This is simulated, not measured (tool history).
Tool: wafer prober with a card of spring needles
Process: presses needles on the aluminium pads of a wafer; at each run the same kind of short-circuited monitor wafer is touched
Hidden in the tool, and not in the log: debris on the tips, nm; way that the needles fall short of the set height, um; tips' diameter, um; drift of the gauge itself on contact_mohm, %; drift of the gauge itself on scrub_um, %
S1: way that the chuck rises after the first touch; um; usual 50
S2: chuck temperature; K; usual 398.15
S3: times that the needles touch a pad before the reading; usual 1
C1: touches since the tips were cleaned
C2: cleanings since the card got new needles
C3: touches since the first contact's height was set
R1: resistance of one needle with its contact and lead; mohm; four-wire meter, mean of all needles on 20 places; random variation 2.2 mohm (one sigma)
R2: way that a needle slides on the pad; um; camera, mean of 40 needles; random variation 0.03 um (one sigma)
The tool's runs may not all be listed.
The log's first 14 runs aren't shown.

-- hour=383.7 height of the first contact set anew
-- hour=391.0 tips cleaned on abrasive film
run 15 hour=404.0 | S1=50 S2=398.15 S3=1 | C1=4545 C2=24 C3=7061 | R1=484 R2=8.80
-- hour=415.2 tips cleaned on abrasive film
run 16 hour=422.6 | S1=50 S2=398.15 S3=2 | C1=2588 C2=25 C3=13555 | R1=349 R2=8.81
-- hour=436.9 tips cleaned on abrasive film
run 17 hour=445.5 | S1=50 S2=398.15 S3=2 | C1=3013 C2=26 C3=21535 | R1=347 R2=8.85
-- hour=460.1 tips cleaned on abrasive film
run 18 hour=471.3 | S1=50 S2=398.15 S3=2 | C1=3928 C2=27 C3=30506 | R1=371 R2=8.81
-- hour=481.8 tips cleaned on abrasive film
run 19 hour=491.0 | S1=50 S2=398.15 S3=2 | C1=3212 C2=28 C3=37367 | R1=357 R2=8.82
-- hour=506.1 tips cleaned on abrasive film
run 20 hour=526.1 | S1=37 S2=315.15 S3=2 | C1=6999 C2=29 C3=49600 | R1=586 R2=6.51
-- hour=529.9 tips cleaned on abrasive film
-- hour=551.7 tips cleaned on abrasive film
run 21 hour=561.9 | S1=37 S2=315.15 S3=2 | C1=3560 C2=31 C3=62050 | R1=451 R2=6.44
-- hour=573.3 tips cleaned on abrasive film
run 22 hour=582.9 | S1=37 S2=315.15 S3=2 | C1=3374 C2=32 C3=69378 | R1=450 R2=6.39
-- hour=596.3 tips cleaned on abrasive film
run 23 hour=616.4 | S1=53 S2=398.15 S3=3 | C1=7026 C2=33 C3=81037 | R1=345 R2=9.23
-- hour=618.4 tips cleaned on abrasive film
-- hour=641.4 tips cleaned on abrasive film
run 24 hour=643.6 | S1=50 S2=398.15 S3=1 | C1=776 C2=35 C3=90486 | R1=344 R2=8.69
-- hour=663.8 tips cleaned on abrasive film
run 25 hour=666.7 | S1=50 S2=332.15 S3=2 | C1=1037 C2=36 C3=98538 | R1=286 R2=8.64
-- hour=685.7 tips cleaned on abrasive film
run 26 hour=705.6 | S1=50 S2=309.15 S3=2 | C1=6952 C2=37 C3=112089 | R1=432 R2=8.59
-- hour=707.9 tips cleaned on abrasive film
-- hour=732.1 tips cleaned on abrasive film
run 27 hour=738.9 | S1=31 S2=398.15 S3=1 | C1=2376 C2=39 C3=123668 | R1=709 R2=5.20
-- hour=753.8 tips cleaned on abrasive film
run 28 hour=758.7 | S1=31 S2=398.15 S3=3 | C1=1720 C2=40 C3=130568 | R1=387 R2=5.20
-- hour=776.5 tips cleaned on abrasive film
run 29 hour=792.8 | S1=31 S2=398.15 S3=3 | C1=5688 C2=41 C3=142458 | R1=524 R2=5.18
-- hour=800.0 tips cleaned on abrasive film
-- hour=823.9 tips cleaned on abrasive film
run 30 hour=824.8 | S1=31 S2=398.15 S3=2 | C1=327 C2=43 C3=153581 | R1=345 R2=5.09
-- hour=845.6 tips cleaned on abrasive film
run 31 hour=859.9 | S1=51 S2=398.15 S3=2 | C1=5003 C2=44 C3=165828 | R1=405 R2=8.71

Run 32 comes next. What will it give?
-- hour=868.7 tips cleaned on abrasive film
-- hour=890.9 tips cleaned on abrasive film
run 32 hour=895.1 | S1=33 S2=312.15 S3=1 | C1=1479 C2=46 C3=178056 | R1=? R2=?

{"run 32": {"R1": 560, "R2": 5.44}}
Without the tool's hidden state the same run would have given R1 229 mohm, R2 5.84 um.
